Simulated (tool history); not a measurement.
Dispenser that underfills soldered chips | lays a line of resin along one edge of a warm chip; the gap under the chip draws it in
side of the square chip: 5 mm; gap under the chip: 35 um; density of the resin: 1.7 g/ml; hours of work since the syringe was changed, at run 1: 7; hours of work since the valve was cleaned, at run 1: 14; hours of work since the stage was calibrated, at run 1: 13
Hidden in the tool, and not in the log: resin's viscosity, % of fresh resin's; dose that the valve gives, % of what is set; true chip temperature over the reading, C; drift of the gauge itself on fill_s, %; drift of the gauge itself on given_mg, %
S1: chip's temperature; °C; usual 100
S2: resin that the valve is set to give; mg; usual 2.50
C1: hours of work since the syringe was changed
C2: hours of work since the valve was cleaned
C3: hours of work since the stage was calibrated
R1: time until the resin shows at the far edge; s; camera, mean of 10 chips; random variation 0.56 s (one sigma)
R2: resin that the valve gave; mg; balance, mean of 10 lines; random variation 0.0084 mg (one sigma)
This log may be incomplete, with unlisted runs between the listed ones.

run	day	S1	S2	C1	C2	C3	R1	R2
1	0.000	100	2.50	7	14	13	75.0	2.473
# day 0.112: new syringe of resin
2	0.283	93	2.50	3	19	18	75.5	2.467
3	0.425	93	2.50	5	21	20	88.2	2.460
# day 0.658: new syringe of resin
4	0.667	93	2.50	0	25	24	62.9	2.472
5	0.946	93	2.50	5	29	28	86.0	2.462
# day 1.212: new syringe of resin
6	1.267	100	2.64	1	34	33	48.9	2.586
7	1.492	100	2.50	4	38	37	62.4	2.448
8	1.683	100	2.50	7	41	40	76.6	2.450
# day 1.775: new syringe of resin
9	1.883	100	2.50	2	44	43	53.8	2.428
10	2.058	100	2.50	5	46	45	65.6	2.428
# day 2.217: dispensing valve cleaned and set on the balance
11	2.258	100	2.50	7	1	48	77.0	2.510
# day 2.358: new syringe of resin
12	2.588	100	2.50	4	6	53	60.3	2.491
13	2.871	100	2.50	8	10	57	81.8	2.471
# day 2.912: new syringe of resin
14	3.212	100	2.50	5	16	63	66.9	2.485
# day 3.458: new syringe of resin
15	3.492	110	2.50	1	20	67	33.4	2.473
16	3.633	110	2.50	3	22	69	39.2	2.467
17	3.792	100	2.28	5	25	72	68.4	2.232
# day 4.004: new syringe of resin
18	4.088	100	2.12	1	29	76	55.1	2.068
19	4.400	95	2.92	6	34	81	89.7	2.857
# day 4.546: new syringe of resin
20	4.696	87	2.50	2	39	86	96.4	2.441
21	4.904	100	3.05	6	42	89	69.5	2.959
22	5.042	100	3.05	8	44	91	81.4	2.952
# day 5.108: new syringe of resin
23	5.304	100	3.05	3	48	95	59.7	2.949
# day 5.362: dispensing valve cleaned and set on the balance
24	5.646	85	2.86	8	5	100	155.0	2.853
# day 5.692: new syringe of resin
25	5.892	94	2.50	3	8	104	77.1	2.492
26	6.212	93	2.50	8	13	109	115.1	2.470
# day 6.250: new syringe of resin
27	6.512	109	2.97	4	18	114	44.5	2.939
28	6.662	109	2.97	7	20	116	52.4	2.919
# day 6.796: new syringe of resin
29	6.946	109	2.97	2	25	120	39.4	2.926
30	7.258	87	2.26	7	30	125	136.8	2.210
# day 7.333: new syringe of resin
31	7.604	93	2.45	4	35	131	85.1	2.393
# day 7.888: new syringe of resin
32	7.888	93	2.45	0	39	135	62.9	2.396
33	8.121	100	2.24	4	43	139	61.7	2.192
# day 8.429: new syringe of resin
# day 8.504: dispensing valve cleaned and set on the balance
34	8.504	100	2.24	1	0	144	51.6	2.242
35	8.700	97	2.56	4	3	147	72.1	2.540
# day 9.021: new syringe of resin
36	9.050	95	2.59	1	9	152	60.2	2.594

What if the next run were any one of these 3? Each begins from the tool's condition after run 36:
A	9.225	100	3.02	3	11	155	?	?
B	9.225	90	2.17	3	11	155	?	?
C	9.225	107	2.86	3	11	155	?	?

run	R1	R2
A	59.4	3.008
B	90.4	2.155
C	45.3	2.834
Without the tool's hidden state the same runs would have given:
run	R1	R2
A	46.6	3.029
B	70.6	2.170
C	35.5	2.853
